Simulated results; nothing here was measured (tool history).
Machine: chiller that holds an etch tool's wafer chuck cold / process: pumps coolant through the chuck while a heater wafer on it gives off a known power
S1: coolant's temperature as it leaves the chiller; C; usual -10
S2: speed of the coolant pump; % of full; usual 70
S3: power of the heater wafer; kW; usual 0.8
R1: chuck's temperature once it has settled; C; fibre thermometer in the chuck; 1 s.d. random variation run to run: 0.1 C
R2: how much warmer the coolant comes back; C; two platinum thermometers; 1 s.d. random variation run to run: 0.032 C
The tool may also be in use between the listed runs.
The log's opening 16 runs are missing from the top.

{"run": 17, "hour": 2396.3, "S1": -1, "S2": 62, "S3": 0.8, "R1": 6.5, "R2": 3.9}
{"run": 18, "hour": 2579.7, "S1": -2, "S2": 62, "S3": 0.8, "R1": 5.6, "R2": 3.87}
{"hour": 2701.6, "done": "coolant pump overhauled, once more"}
{"run": 19, "hour": 2791.9, "S1": -2, "S2": 62, "S3": 0.8, "R1": 5.5, "R2": 3.77}
{"run": 20, "hour": 2970.1, "S1": -18, "S2": 70, "S3": 0.8, "R1": -11, "R2": 3.29}
{"run": 21, "hour": 3164.3, "S1": -18, "S2": 70, "S3": 0.8, "R1": -11.1, "R2": 3.3}
{"run": 22, "hour": 3310.0, "S1": -18, "S2": 87, "S3": 0.475, "R1": -14.2, "R2": 1.64}
{"run": 23, "hour": 3440.2, "S1": -12, "S2": 92, "S3": 0.742, "R1": -6.6, "R2": 2.38}
{"run": 24, "hour": 3603.5, "S1": -12, "S2": 92, "S3": 0.742, "R1": -6.3, "R2": 2.33}
{"run": 25, "hour": 3710.1, "S1": -8, "S2": 64, "S3": 0.729, "R1": -1.1, "R2": 3.32}
{"run": 26, "hour": 3886.5, "S1": -7, "S2": 99, "S3": 0.729, "R1": -1.8, "R2": 2.21}
{"run": 27, "hour": 4036.4, "S1": -14, "S2": 67, "S3": 0.8, "R1": -6.3, "R2": 3.53}
{"run": 28, "hour": 4236.8, "S1": -14, "S2": 67, "S3": 0.8, "R1": -6.5, "R2": 3.5}
{"run": 29, "hour": 4415.0, "S1": -10, "S2": 77, "S3": 0.96, "R1": -1.6, "R2": 3.65}
{"run": 30, "hour": 4600.8, "S1": -13, "S2": 83, "S3": 0.547, "R1": -8.4, "R2": 1.94}
{"run": 31, "hour": 4698.8, "S1": -3, "S2": 60, "S3": 0.448, "R1": 1.7, "R2": 2.26}
{"run": 32, "hour": 4792.1, "S1": -6, "S2": 93, "S3": 0.447, "R1": -2.3, "R2": 1.42}

Each row is a separate what-if for the run after 32, all from the same tool condition, not one after another. Results?
{"run": "A", "hour": 4918.9, "S1": -19, "S2": 93, "S3": 0.529, "R1": "?", "R2": "?"}
{"run": "B", "hour": 4918.9, "S1": -3, "S2": 77, "S3": 0.447, "R1": "?", "R2": "?"}
{"run": "C", "hour": 4918.9, "S1": -9, "S2": 76, "S3": 0.402, "R1": "?", "R2": "?"}

run=A R1=-14.8 R2=1.7
run=B R1=1.1 R2=1.71
run=C R1=-5.4 R2=1.56
With no hidden state in the tool, these same runs would have given:
run=A R1=-15.7 R2=1.66
run=B R1=0.2 R2=1.67
run=C R1=-6.2 R2=1.52
